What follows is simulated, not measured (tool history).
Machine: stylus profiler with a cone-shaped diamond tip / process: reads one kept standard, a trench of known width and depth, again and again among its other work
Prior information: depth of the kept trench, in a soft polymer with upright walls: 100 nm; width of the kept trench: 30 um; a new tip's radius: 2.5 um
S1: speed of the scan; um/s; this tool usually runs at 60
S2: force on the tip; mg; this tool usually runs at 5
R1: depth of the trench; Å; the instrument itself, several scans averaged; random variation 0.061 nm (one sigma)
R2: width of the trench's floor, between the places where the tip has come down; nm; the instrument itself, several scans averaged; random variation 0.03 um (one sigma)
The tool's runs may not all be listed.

run    hour   S1     S2      R1     R2
  1       0   60      5  1013.8  28270
  2    55.3   60      5  1014.5  28300
  3   146.5   60      5  1014.1  28280
  4   233.7   60      5  1014.5  28230
  5   285.5   60      5  1015.4  28170
  6   333.8   60      5  1013.8  28210
  7   403.5   60      5  1015.4  28190
  8     469   60      5  1015.5  28240
  9   563.4   60      5  1015.9  28220
 10   672.1   60      5  1014.6  28190
 11   760.4   60      5  1016.1  28230
 12   820.5   60   5.93  1017.8  28190
      877.9  -- height scale calibrated on a step standard
 13   893.8   83      5  1011.3  28090
 14   967.3   83      5  1010.4  28110
 15  1072.5   83      5    1011  28090
 16    1143   36      5  1011.1  28200
 17  1204.5   36      5    1012  28230
 18  1308.9   60      5  1011.9  28190
 19  1399.6   48      5  1012.3  28090
 20  1458.5   48      5  1012.1  28120
 21  1538.7   48   2.28  1008.7  28040
 22  1618.9  132      5  1012.4  27800
 23  1736.6  132      5  1013.2  27810
 24  1807.7  106   9.56  1018.6  27990
 25  1888.9  104   8.89  1018.7  28020
 26  1973.6   17   3.73  1011.2  28130
 27  2060.8   27   3.73  1010.9  28110
 28  2126.6   60    2.1  1007.8  27910
 29  2176.2   38   8.54  1017.7  28070
 30  2247.9   67   4.23  1014.1  28020
 31  2314.1   67   3.19  1012.8  27950
 32  2411.8   86   4.12  1012.9  27880
 33  2507.5   86   4.12  1013.8  27910
 34  2575.9   86   4.12  1014.8  27870
 35  2690.8  192    2.1  1010.2  27250
 36  2739.7   33  13.82  1025.9  28110
 37  2850.8  225   3.92    1013  27360
 38  2903.6   35  14.33  1027.2  28110
     3011.6  -- height scale calibrated on a step standard
 39  3014.8   35  14.33  1021.4  28080
 40  3110.1   17   4.41  1009.7  28020
 41    3177  184   14.9  1022.6  27800
 42  3292.5   60   6.32  1013.4  27900
 43  3396.9  234   3.66  1009.7  27230
 44  3489.7  234   3.66  1009.4  27270
 45  3605.2   60   6.05  1013.7  27880
 46  3710.3   60   6.05  1013.3  27890

For some of the steps in R1 from one run to the next: how much would appear even if the tool had no hidden state, given the settings, what came in and random variation, and how much remains for the hidden state plus any gauge scatter that the measured result and the result without hidden state don't share?
The hidden state here: radius of the tip, um; height scale over the true one, %; drift of the gauge itself on depth_nm, %; drift of the gauge itself on floor_um, %.
Run 12 -> 13: S1 60 -> 83, S2 5.93 -> 5, height scale calibrated on a step standard. R1 -6.5 Å: hidden state -5.1, all else -1.4.
Run 35 -> 36: S1 192 -> 33, S2 2.1 -> 13.82. R1 +15.7 Å: hidden state +0.3, all else +15.4.
Run 36 -> 37: S1 33 -> 225, S2 13.82 -> 3.92. R1 -12.9 Å: hidden state +0.2, all else -13.1.
Run 37 -> 38: S1 225 -> 35, S2 3.92 -> 14.33. R1 +14.2 Å: hidden state +0.1, all else +14.1.
Run 38 -> 39: height scale calibrated on a step standard. R1 -5.8 Å: hidden state -5.1, all else -0.7.
Run 41 -> 42: S1 184 -> 60, S2 14.9 -> 6.32. R1 -9.2 Å: hidden state +0.4, all else -9.6.

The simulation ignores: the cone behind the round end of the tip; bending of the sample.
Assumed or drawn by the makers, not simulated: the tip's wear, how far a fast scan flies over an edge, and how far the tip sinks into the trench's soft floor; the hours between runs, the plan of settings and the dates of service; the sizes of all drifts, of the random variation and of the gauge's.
